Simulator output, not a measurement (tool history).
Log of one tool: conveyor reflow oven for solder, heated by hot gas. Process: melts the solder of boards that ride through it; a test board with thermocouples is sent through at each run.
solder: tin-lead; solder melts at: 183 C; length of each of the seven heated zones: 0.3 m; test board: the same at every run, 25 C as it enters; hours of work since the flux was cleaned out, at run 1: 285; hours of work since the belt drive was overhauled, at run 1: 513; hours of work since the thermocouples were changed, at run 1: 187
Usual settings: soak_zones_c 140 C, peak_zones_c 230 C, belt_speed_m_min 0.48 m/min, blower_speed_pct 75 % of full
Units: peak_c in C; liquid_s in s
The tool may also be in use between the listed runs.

run,day,soak_zones_c,peak_zones_c,belt_speed_m_min,blower_speed_pct,hours of work since the flux was cleaned out,hours of work since the belt drive was overhauled,hours of work since the thermocouples were changed,peak_c,liquid_s
1,0,140,230,0.48,75,285,513,187,216.1,57.7
2,0.675,140,230,0.48,75,294,521,196,216.5,57.4
3,1.517,140,230,0.384,75,305,532,206,221.3,78.4
4,2.125,140,230,0.384,75,313,540,214,221.7,78
5,3.021,140,230,0.384,75,324,552,226,221.7,77.9
6,3.571,140,230,0.48,79,331,559,233,216.7,57.6
7,4.192,140,230,0.48,75,339,567,241,215.7,57.2
8,4.796,140,230,0.48,75,347,575,249,215.9,57.2
9,5.358,140,230,0.48,75,354,582,256,215.7,57
10,6.246,140,230,0.48,75,366,593,267,215.8,57.1
11,7.371,140,230,0.579,75,380,608,282,209.7,41.8
# day 8.367: flux residue cleaned out of gas plates and filters
12,8.367,140,230,0.48,75,0,618,292,218,59.2
13,8.954,140,230,0.48,75,8,626,300,217.9,59.5
14,10.004,140,230,0.48,82,21,639,313,218.7,60.2
15,10.817,140,230,0.48,82,32,650,324,218.8,60.3
16,11.379,140,235,0.48,75,39,657,331,222.3,61.9
17,12.308,140,225,0.48,62,51,669,343,210.8,53.2
18,13.15,139,225,0.48,86,62,680,354,214.1,57
19,13.971,139,225,0.48,86,72,690,364,214,56.9
20,15.121,139,225,0.48,71,87,705,379,212.2,54.5
21,16.254,139,225,0.48,71,102,720,394,211.9,53.9
22,17.179,129,230,0.436,83,114,732,406,218.8,63.5
23,17.967,139,230,0.453,83,124,742,416,219.6,64.2
24,19.158,140,230,0.392,75,139,757,431,221.2,77
25,19.871,140,230,0.392,75,148,766,440,221.3,77.4
26,20.408,142,225,0.44,57,155,773,447,212.2,60.2
27,21.083,140,240,0.505,75,164,782,456,224.1,59.5
28,21.608,140,240,0.497,75,171,789,463,224.6,61.1
29,22.696,140,230,0.48,84,185,803,477,217.7,59.4
30,23.308,140,230,0.432,75,193,811,485,219.1,67.8
31,24.588,133,228,0.48,75,209,827,501,213.7,53.6

3 ways to go on from here, each from the tool as it stands after run 31. What would each give?
A,25.158,140,230,0.48,77,216,834,508,?,?
B,25.158,140,230,0.48,57,216,834,508,?,?
C,25.158,137,234,0.48,73,216,834,508,?,?

run,peak_c,liquid_s
A,216.6,58.5
B,213.2,54.5
C,219.1,58.8
Without the tool's hidden state the same runs would have given:
run,peak_c,liquid_s
A,218.7,59
B,215.1,55.1
C,221.2,59.2

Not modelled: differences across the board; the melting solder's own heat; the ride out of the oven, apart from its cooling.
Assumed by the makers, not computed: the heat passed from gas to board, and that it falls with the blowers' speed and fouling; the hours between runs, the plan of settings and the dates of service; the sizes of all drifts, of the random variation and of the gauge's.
